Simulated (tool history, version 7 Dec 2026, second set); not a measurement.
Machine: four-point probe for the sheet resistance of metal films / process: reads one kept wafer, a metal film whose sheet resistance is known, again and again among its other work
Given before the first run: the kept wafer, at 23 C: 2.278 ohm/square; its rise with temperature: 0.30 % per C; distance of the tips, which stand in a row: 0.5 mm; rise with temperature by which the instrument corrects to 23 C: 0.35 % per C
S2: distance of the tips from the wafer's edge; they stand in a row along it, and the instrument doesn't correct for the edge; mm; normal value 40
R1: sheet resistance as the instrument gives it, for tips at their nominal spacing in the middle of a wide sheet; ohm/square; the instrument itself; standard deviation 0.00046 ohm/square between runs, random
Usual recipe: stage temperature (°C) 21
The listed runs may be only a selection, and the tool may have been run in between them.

run 1 day=0.000 | stage_temperature_(°C)=21 S2=40 | R1=2.287154
run 2 day=2.225 | stage_temperature_(°C)=21 S2=40 | R1=2.288080
run 3 day=4.608 | stage_temperature_(°C)=21 S2=4 | R1=2.305781
run 4 day=5.975 | stage_temperature_(°C)=21 S2=19 | R1=2.288140
run 5 day=8.104 | stage_temperature_(°C)=21 S2=40 | R1=2.287818
run 6 day=10.462 | stage_temperature_(°C)=22 S2=40 | R1=2.286456
run 7 day=11.788 | stage_temperature_(°C)=32 S2=40 | R1=2.274301
run 8 day=14.421 | stage_temperature_(°C)=32 S2=40 | R1=2.274799
run 9 day=15.754 | stage_temperature_(°C)=32 S2=40 | R1=2.274871
run 10 day=16.862 | stage_temperature_(°C)=32 S2=40 | R1=2.274354
run 11 day=18.188 | stage_temperature_(°C)=32 S2=40 | R1=2.274885
run 12 day=20.292 | stage_temperature_(°C)=32 S2=40 | R1=2.274328
run 13 day=23.038 | stage_temperature_(°C)=32 S2=40 | R1=2.275780
run 14 day=24.662 | stage_temperature_(°C)=32 S2=9 | R1=2.278091
run 15 day=26.879 | stage_temperature_(°C)=32 S2=9 | R1=2.277834
run 16 day=28.862 | stage_temperature_(°C)=32 S2=9 | R1=2.278467
run 17 day=30.075 | stage_temperature_(°C)=32 S2=9 | R1=2.280054
run 18 day=32.417 | stage_temperature_(°C)=32 S2=9 | R1=2.279060
run 19 day=33.642 | stage_temperature_(°C)=21 S2=24 | R1=2.289182
run 20 day=35.000 | stage_temperature_(°C)=24 S2=8 | R1=2.289659
run 21 day=37.429 | stage_temperature_(°C)=23 S2=3 | R1=2.319216
run 22 day=39.892 | stage_temperature_(°C)=28 S2=4 | R1=2.299652
run 23 day=42.258 | stage_temperature_(°C)=19 S2=14 | R1=2.292496
run 24 day=43.375 | stage_temperature_(°C)=19 S2=14 | R1=2.293148
run 25 day=44.733 | stage_temperature_(°C)=21 S2=7 | R1=2.294640
run 26 day=46.479 | stage_temperature_(°C)=19 S2=11 | R1=2.293865
run 27 day=48.704 | stage_temperature_(°C)=33 S2=6 | R1=2.282672
run 28 day=50.408 | stage_temperature_(°C)=33 S2=6 | R1=2.282748
run 29 day=52.033 | stage_temperature_(°C)=33 S2=6 | R1=2.282928
run 30 day=54.167 | stage_temperature_(°C)=28 S2=12 | R1=2.282566
run 31 day=56.279 | stage_temperature_(°C)=28 S2=12 | R1=2.282614
run 32 day=57.783 | stage_temperature_(°C)=28 S2=12 | R1=2.283041
run 33 day=59.304 | stage_temperature_(°C)=28 S2=11 | R1=2.283888
run 34 day=60.625 | stage_temperature_(°C)=28 S2=11 | R1=2.284348
run 35 day=62.558 | stage_temperature_(°C)=21 S2=40 | R1=2.290639

Difference, measured minus no-hidden-state, one row per run. Run-to-run variation is common to both terms; the gauge's own scatter need not be:
Hidden state at play: inner tips' distance over the nominal, %; tips' flats over new ones', %; wafer's true temperature over the reading, C; drift of the gauge itself on sheet_ohm, %.
run=1 R1=+0.006531
run=2 R1=+0.006637
run=3 R1=+0.006796
run=4 R1=+0.006812
run=5 R1=+0.006910
run=6 R1=+0.007011
run=7 R1=+0.007081
run=8 R1=+0.007208
run=9 R1=+0.007279
run=10 R1=+0.007328
run=11 R1=+0.007382
run=12 R1=+0.007462
run=13 R1=+0.007591
run=14 R1=+0.007678
run=15 R1=+0.007780
run=16 R1=+0.007885
run=17 R1=+0.007942
run=18 R1=+0.008050
run=19 R1=+0.008079
run=20 R1=+0.008163
run=21 R1=+0.008369
run=22 R1=+0.008455
run=23 R1=+0.008485
run=24 R1=+0.008541
run=25 R1=+0.008607
run=26 R1=+0.008680
run=27 R1=+0.008828
run=28 R1=+0.008911
run=29 R1=+0.008986
run=30 R1=+0.009050
run=31 R1=+0.009149
run=32 R1=+0.009217
run=33 R1=+0.009287
run=34 R1=+0.009355
run=35 R1=+0.009414
